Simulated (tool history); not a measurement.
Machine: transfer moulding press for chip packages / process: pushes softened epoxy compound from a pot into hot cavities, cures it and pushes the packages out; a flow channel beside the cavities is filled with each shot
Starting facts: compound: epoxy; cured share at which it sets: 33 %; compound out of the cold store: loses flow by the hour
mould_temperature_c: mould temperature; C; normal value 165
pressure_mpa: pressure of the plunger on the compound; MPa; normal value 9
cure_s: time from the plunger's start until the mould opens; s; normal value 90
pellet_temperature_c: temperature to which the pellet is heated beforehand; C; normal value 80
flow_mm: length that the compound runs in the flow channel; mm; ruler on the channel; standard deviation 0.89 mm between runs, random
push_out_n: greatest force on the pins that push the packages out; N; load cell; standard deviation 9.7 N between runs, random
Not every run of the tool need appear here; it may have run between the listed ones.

run,hour,mould_temperature_c,pressure_mpa,cure_s,pellet_temperature_c,incoming compound's hours out of the cold store,flow_mm,push_out_n
1,0,165,9,90,80,15,563.2,814
# hour 18.1: cavities cleaned with cleaning compound and waxed
# hour 40: mould's thermocouples calibrated
2,55,172,9,90,80,21.9,523,569
# hour 105: cavities cleaned with cleaning compound and waxed
3,106.4,165,9,90,80,18.9,540.8,473
4,168.6,165,9,90,80,41,474.2,715
# hour 175.5: plunger's sealing rings changed
# hour 189.3: cavities cleaned with cleaning compound and waxed
5,231.9,165,9,90,80,13.5,574.4,743
# hour 277: cavities cleaned with cleaning compound and waxed
6,288.4,165,9,90,80,43.3,479.1,526
7,349.7,165,9,95,80,14.9,557.3,723
# hour 364.7: cavities cleaned with cleaning compound and waxed
8,400.1,165,9,95,74,11,568.5,643
9,437.9,165,9,95,74,23.9,526.6,739
# hour 448.7: cavities cleaned with cleaning compound and waxed
# hour 475.9: plunger's sealing rings changed
10,519.6,165,9,90,80,29.7,520.7,744
# hour 538.3: mould's thermocouples calibrated
# hour 539.8: cavities cleaned with cleaning compound and waxed
11,571.1,165,9,90,80,29.6,520.4,650
# hour 625: cavities cleaned with cleaning compound and waxed
12,644,165,9,90,80,23.9,532.1,600
13,683.5,165,7.42,90,80,17.4,500.9,748
# hour 708: cavities cleaned with cleaning compound and waxed
14,737.7,165,7.58,90,80,25.5,479.5,653
# hour 780.1: plunger's sealing rings changed
# hour 794.8: cavities cleaned with cleaning compound and waxed
15,802.9,164,8.72,76,76,35.1,500.8,736
16,855.4,164,8.72,76,76,41.9,478.6,1029
# hour 877.2: cavities cleaned with cleaning compound and waxed
17,891.7,161,8.82,90,80,31.2,515.2,684
18,930.9,166,7.27,94,80,9.8,517.9,664
# hour 959.7: cavities cleaned with cleaning compound and waxed
19,1005.7,166,7.27,94,80,21.4,479.5,644
# hour 1035.7: mould's thermocouples calibrated
# hour 1047.2: cavities cleaned with cleaning compound and waxed
20,1054.1,166,7.27,94,80,14.4,496.4,475
# hour 1083.3: plunger's sealing rings changed
21,1093.5,165,9,90,70,13.9,574,748
# hour 1137: cavities cleaned with cleaning compound and waxed
22,1138,168,10.4,120,84,25.7,566.2,415
23,1173.5,168,10.4,120,84,47.8,497.5,592
# hour 1219.9: cavities cleaned with cleaning compound and waxed
24,1244.3,168,10.4,120,84,42.6,508.5,512
# hour 1304.1: cavities cleaned with cleaning compound and waxed
25,1304.1,162,9.84,120,84,23.8,559.3,431
26,1341.9,162,7.99,99,80,12.8,535,701

Measured minus without-hidden-state, run by run (identical run-to-run variation in each term; gauge scatter may differ):
Hidden conditions of the tool in this case: true mould temperature over the reading, C; pressure that reaches the compound, % of what is set; grip of the stained cavities, % over clean ones'; drift of the gauge itself on flow_mm, %; drift of the gauge itself on push_out_n, %.
run,flow_mm,push_out_n
1,-8.3,+348
2,-12.8,+172
3,-16.6,+16
4,-17.9,+284
5,-5.4,+260
6,-7.4,+69
7,-12.5,+301
8,-16.1,+198
9,-16.9,+307
10,-3.2,+299
11,-6.1,+201
12,-10.4,+148
13,-11.8,+300
14,-14,+202
15,-1.7,+85
16,-4.7,+417
17,-6.8,+144
18,-9.5,+256
19,-12.5,+238
20,-16.3,+50
21,-2,+256
22,-4.6,+24
23,-6,+188
24,-9.9,+132
25,-14.4,+10
26,-15.9,+241
